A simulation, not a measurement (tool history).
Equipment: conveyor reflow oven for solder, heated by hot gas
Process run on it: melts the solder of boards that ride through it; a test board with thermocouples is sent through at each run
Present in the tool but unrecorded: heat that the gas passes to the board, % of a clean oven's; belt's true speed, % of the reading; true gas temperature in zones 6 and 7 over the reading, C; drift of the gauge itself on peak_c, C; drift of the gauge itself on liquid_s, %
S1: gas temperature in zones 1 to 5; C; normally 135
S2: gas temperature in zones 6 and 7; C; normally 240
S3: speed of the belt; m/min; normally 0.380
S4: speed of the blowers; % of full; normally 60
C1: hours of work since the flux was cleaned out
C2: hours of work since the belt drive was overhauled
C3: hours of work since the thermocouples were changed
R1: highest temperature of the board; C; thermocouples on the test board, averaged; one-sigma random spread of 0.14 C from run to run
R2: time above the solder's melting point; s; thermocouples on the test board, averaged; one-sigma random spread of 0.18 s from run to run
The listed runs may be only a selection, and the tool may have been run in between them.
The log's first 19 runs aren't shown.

| run | hour | S1 | S2 | S3 | S4 | C1 | C2 | C3 | R1 | R2 |
|---|---|---|---|---|---|---|---|---|---|---|
| 20 | 558.1 | 140 | 240 | 0.336 | 60 | 69 | 852 | 194 | 226.6 | 90.6 |
| 21 | 602.0 | 140 | 240 | 0.336 | 60 | 90 | 873 | 215 | 226.6 | 90.4 |
| 22 | 647.1 | 135 | 240 | 0.426 | 78 | 111 | 894 | 236 | 222.9 | 66.1 |
| 23 | 680.3 | 135 | 240 | 0.426 | 78 | 127 | 910 | 252 | 222.6 | 65.9 |
| 24 | 721.2 | 135 | 240 | 0.426 | 78 | 146 | 929 | 271 | 222.6 | 65.8 |
| 25 | 748.0 | 128 | 233 | 0.380 | 60 | 159 | 942 | 284 | 214.3 | 64.2 |
| 26 | 792.1 | 128 | 233 | 0.380 | 60 | 180 | 963 | 305 | 214.5 | 63.9 |
| 27 | 811.8 | 129 | 255 | 0.371 | 71 | 189 | 972 | 314 | 237.9 | 85.4 |
| 28 | 835.8 | 133 | 239 | 0.380 | 60 | 200 | 984 | 325 | 220.7 | 71.8 |
| 29 | 872.0 | 122 | 230 | 0.419 | 68 | 217 | 1001 | 342 | 209.5 | 50.8 |
| 30 | 911.1 | 122 | 230 | 0.419 | 68 | 236 | 1019 | 361 | 209.7 | 50.5 |

Branching from run 30: 3 alternative next runs. What would each branch give?
| A | 956.4 | 122 | 230 | 0.372 | 68 | 257 | 1040 | 382 | ? | ? |
| B | 956.4 | 140 | 240 | 0.380 | 60 | 257 | 1040 | 382 | ? | ? |
| C | 956.4 | 131 | 230 | 0.422 | 68 | 257 | 1040 | 382 | ? | ? |

| run | R1 | R2 |
|---|---|---|
| A | 213.7 | 63.2 |
| B | 222.9 | 77.0 |
| C | 211.0 | 55.2 |
Had the tool no hidden state, the same runs would have come out as:
| run | R1 | R2 |
|---|---|---|
| A | 213.7 | 63.2 |
| B | 222.9 | 77.0 |
| C | 211.0 | 55.1 |

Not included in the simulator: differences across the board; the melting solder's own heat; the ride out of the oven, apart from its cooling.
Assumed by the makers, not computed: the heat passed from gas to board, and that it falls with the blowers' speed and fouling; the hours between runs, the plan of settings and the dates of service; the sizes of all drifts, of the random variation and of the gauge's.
